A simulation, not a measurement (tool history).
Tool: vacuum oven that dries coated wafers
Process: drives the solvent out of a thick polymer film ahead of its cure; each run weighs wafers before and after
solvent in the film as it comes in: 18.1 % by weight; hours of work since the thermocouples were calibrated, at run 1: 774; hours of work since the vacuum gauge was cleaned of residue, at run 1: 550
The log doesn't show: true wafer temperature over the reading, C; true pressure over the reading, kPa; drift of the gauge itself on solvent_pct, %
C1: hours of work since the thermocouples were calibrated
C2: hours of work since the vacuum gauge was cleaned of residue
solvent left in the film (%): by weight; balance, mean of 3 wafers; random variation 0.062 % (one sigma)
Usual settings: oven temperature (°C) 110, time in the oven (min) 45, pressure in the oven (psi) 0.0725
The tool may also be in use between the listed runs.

Run 1, hour 0.0: usual settings; C1 774; C2 550. Result: solvent left in the film (%) 4.04.
Run 2, hour 32.9: usual settings; C1 789; C2 565. Result: solvent left in the film (%) 4.11.
Run 3, hour 86.2: usual settings but pressure in the oven (psi) 0.0898; C1 812; C2 589. Result: solvent left in the film (%) 4.16.
At hour 160.3: oven's thermocouples calibrated.
Run 4, hour 160.3: usual settings but pressure in the oven (psi) 0.0898; C1 0; C2 620. Result: solvent left in the film (%) 3.89.
Run 5, hour 199.4: usual settings but time in the oven (min) 77; C1 17; C2 638. Result: solvent left in the film (%) 1.84.
Run 6, hour 258.5: usual settings but time in the oven (min) 77; C1 43; C2 664. Result: solvent left in the film (%) 1.66.
Run 7, hour 304.6: usual settings but oven temperature (°C) 122, time in the oven (min) 77; C1 64; C2 684. Result: solvent left in the film (%) 0.46.
Run 8, hour 364.8: usual settings but pressure in the oven (psi) 0.1278; C1 90; C2 711. Result: solvent left in the film (%) 4.19.
Run 9, hour 434.6: usual settings but pressure in the oven (psi) 0.1278; C1 121; C2 742. Result: solvent left in the film (%) 4.16.
Run 10, hour 485.9: usual settings but pressure in the oven (psi) 0.1278; C1 144; C2 764. Result: solvent left in the film (%) 4.11.
Run 11, hour 525.0: usual settings but pressure in the oven (psi) 0.1278; C1 161; C2 782. Result: solvent left in the film (%) 4.21.
Run 12, hour 556.7: usual settings but time in the oven (min) 81; C1 175; C2 796. Result: solvent left in the film (%) 1.64.
Run 13, hour 605.4: usual settings but time in the oven (min) 51; C1 197; C2 817. Result: solvent left in the film (%) 3.35.
Run 14, hour 641.9: usual settings but time in the oven (min) 25; C1 213; C2 833. Result: solvent left in the film (%) 7.06.
Run 15, hour 712.5: usual settings but time in the oven (min) 25; C1 244; C2 865. Result: solvent left in the film (%) 6.97.
Run 16, hour 771.4: usual settings but time in the oven (min) 25; C1 270; C2 891. Result: solvent left in the film (%) 6.89.
Run 17, hour 811.6: usual settings but oven temperature (°C) 125, time in the oven (min) 58, pressure in the oven (psi) 0.2225; C1 288; C2 909. Result: solvent left in the film (%) 1.18.
Run 18, hour 862.7: usual settings but oven temperature (°C) 125, time in the oven (min) 39, pressure in the oven (psi) 0.2225; C1 311; C2 931. Result: solvent left in the film (%) 1.80.
Run 19, hour 901.6: usual settings but oven temperature (°C) 125, time in the oven (min) 39, pressure in the oven (psi) 0.2225; C1 328; C2 948. Result: solvent left in the film (%) 1.75.
Run 20, hour 968.0: usual settings but time in the oven (min) 39, pressure in the oven (psi) 0.0553; C1 357; C2 978. Result: solvent left in the film (%) 4.55.
Run 21, hour 1035.9: usual settings but oven temperature (°C) 122, pressure in the oven (psi) 0.1453; C1 387; C2 1008. Result: solvent left in the film (%) 1.57.
Run 22, hour 1100.3: usual settings but oven temperature (°C) 112, time in the oven (min) 64, pressure in the oven (psi) 0.0616; C1 416; C2 1036. Result: solvent left in the film (%) 1.99.
Run 23, hour 1139.7: usual settings but oven temperature (°C) 107, pressure in the oven (psi) 0.1594; C1 433; C2 1054. Result: solvent left in the film (%) 5.36.
Run 24, hour 1195.2: usual settings but oven temperature (°C) 112, time in the oven (min) 66; C1 458; C2 1078. Result: solvent left in the film (%) 1.93.
Run 25, hour 1231.9: usual settings but oven temperature (°C) 96, time in the oven (min) 48, pressure in the oven (psi) 0.2010; C1 474; C2 1094. Result: solvent left in the film (%) 8.90.
Run 26, hour 1289.3: usual settings but oven temperature (°C) 109, time in the oven (min) 75, pressure in the oven (psi) 0.1585; C1 499; C2 1120. Result: solvent left in the film (%) 2.75.
Run 27, hour 1321.7: usual settings but oven temperature (°C) 115, time in the oven (min) 73, pressure in the oven (psi) 0.0525; C1 514; C2 1134. Result: solvent left in the film (%) 1.15.
Run 28, hour 1364.6: usual settings but oven temperature (°C) 115, time in the oven (min) 73, pressure in the oven (psi) 0.0525; C1 533; C2 1153. Result: solvent left in the film (%) 1.14.
Run 29, hour 1439.1: usual settings but oven temperature (°C) 115, time in the oven (min) 73, pressure in the oven (psi) 0.1617; C1 566; C2 1186. Result: solvent left in the film (%) 1.72.
Run 30, hour 1471.1: usual settings but oven temperature (°C) 97, pressure in the oven (psi) 0.1400; C1 580; C2 1200. Result: solvent left in the film (%) 8.54.
Run 31, hour 1534.0: usual settings but oven temperature (°C) 118, time in the oven (min) 57, pressure in the oven (psi) 0.0474; C1 608; C2 1228. Result: solvent left in the film (%) 1.19.

How the hidden state differs across the entries between the runs, from the last listed run before each to the first after it:
Between runs 3 and 4: oven's thermocouples calibrated (hour 160.3)
  true wafer temperature over the reading, C: -1.02 -> -0.05; true pressure over the reading, kPa: 0.113 -> 0.12
  measured less the result without the state, solvent left in the film (%): +0.38 -> +0.10

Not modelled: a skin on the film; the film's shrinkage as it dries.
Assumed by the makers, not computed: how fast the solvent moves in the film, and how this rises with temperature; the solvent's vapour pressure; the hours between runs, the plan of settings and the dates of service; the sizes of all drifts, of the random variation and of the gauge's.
